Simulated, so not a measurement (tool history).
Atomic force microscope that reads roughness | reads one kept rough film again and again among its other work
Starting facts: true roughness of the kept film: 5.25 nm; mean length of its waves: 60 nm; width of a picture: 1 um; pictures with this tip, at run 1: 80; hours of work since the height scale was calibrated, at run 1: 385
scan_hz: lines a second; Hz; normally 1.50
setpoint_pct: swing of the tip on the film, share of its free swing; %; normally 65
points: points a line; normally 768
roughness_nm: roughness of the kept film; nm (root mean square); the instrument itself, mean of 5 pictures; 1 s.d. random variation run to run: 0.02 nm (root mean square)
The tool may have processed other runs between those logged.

run	hour	scan_hz	setpoint_pct	points	pictures with this tip	hours of work since the height scale was calibrated	roughness_nm
1	0.0	1.50	65	768	80	385	4.686
2	13.2	1.50	65	646	96	395	4.627
3	22.7	1.50	65	646	108	401	4.623
4	37.9	1.50	65	646	127	412	4.581
5	48.2	1.50	65	646	139	419	4.559
6	55.8	1.50	65	646	149	425	4.517
7	69.3	1.50	65	646	165	434	4.458
8	77.6	1.50	65	646	175	440	4.484
9	88.6	1.50	65	646	189	448	4.430
10	100.7	1.50	65	646	204	457	4.372
11	115.4	1.50	65	768	222	467	4.340
12	127.3	1.50	65	632	236	476	4.342
13	134.8	1.50	65	632	245	481	4.333
# hour 142.1: new tip fitted
14	143.9	1.50	65	479	2	487	4.833
15	159.5	1.50	65	479	21	498	4.787
16	172.0	1.50	87	768	36	507	4.441
17	188.0	1.50	65	323	56	518	4.693
18	196.7	1.50	65	323	67	524	4.667
19	206.5	1.50	57	768	79	531	4.693
20	215.1	1.50	57	768	89	537	4.696
21	224.1	1.50	57	757	100	544	4.641
22	237.5	1.50	57	757	117	553	4.624
23	246.0	1.50	57	757	127	559	4.627
24	254.8	1.50	80	768	138	566	4.365
25	271.4	1.50	80	412	158	577	4.338
26	286.3	3.49	62	308	177	588	4.277
27	294.9	3.49	62	308	187	594	4.267
28	305.7	3.49	73	308	200	602	4.047
29	317.4	0.66	58	267	215	610	4.457
30	328.5	0.76	65	768	228	618	4.393
31	341.3	0.76	65	768	244	627	4.349
# hour 349.5: new tip fitted
32	355.5	0.94	78	843	8	637	4.785
33	372.2	0.94	78	843	28	649	4.720
34	381.9	0.53	78	645	40	656	4.808
35	392.4	1.03	72	307	53	663	4.713
36	401.2	1.09	72	587	64	669	4.673
37	408.6	1.09	72	587	73	674	4.650
38	424.7	1.50	69	730	92	686	4.568
39	431.9	0.99	56	307	101	691	4.675
40	441.0	2.23	70	680	113	697	4.401
41	451.0	1.18	64	427	125	705	4.599
42	465.6	2.43	65	612	143	715	4.425
43	475.6	2.43	65	612	155	722	4.371
44	487.4	2.43	65	612	169	730	4.361
45	501.7	1.10	62	616	187	740	4.442
46	514.5	2.12	86	342	203	750	3.967
47	523.4	2.12	86	342	213	756	3.931

For some of the steps in roughness_nm from one run to the next: how much would appear even if the tool had no hidden state, given the settings, what came in and random variation, and how much remains for the hidden state plus any gauge scatter that the measured result and the result without hidden state don't share?
What the log doesn't record here: radius of the tip, nm; height scale over the true one, %; drift of the gauge itself on roughness_nm, %.
Run 13 -> 14: points 632 -> 479, new tip fitted. roughness_nm +0.500 nm (root mean square): hidden state +0.552, all else -0.052.
Run 28 -> 29: scan_hz 3.49 -> 0.66, setpoint_pct 73 -> 58, points 308 -> 267. roughness_nm +0.410 nm (root mean square): hidden state -0.084, all else +0.494.
Run 31 -> 32: scan_hz 0.76 -> 0.94, setpoint_pct 65 -> 78, points 768 -> 843, new tip fitted. roughness_nm +0.436 nm (root mean square): hidden state +0.543, all else -0.107.
Run 45 -> 46: scan_hz 1.10 -> 2.12, setpoint_pct 62 -> 86, points 616 -> 342. roughness_nm -0.475 nm (root mean square): hidden state +0.017, all else -0.492.

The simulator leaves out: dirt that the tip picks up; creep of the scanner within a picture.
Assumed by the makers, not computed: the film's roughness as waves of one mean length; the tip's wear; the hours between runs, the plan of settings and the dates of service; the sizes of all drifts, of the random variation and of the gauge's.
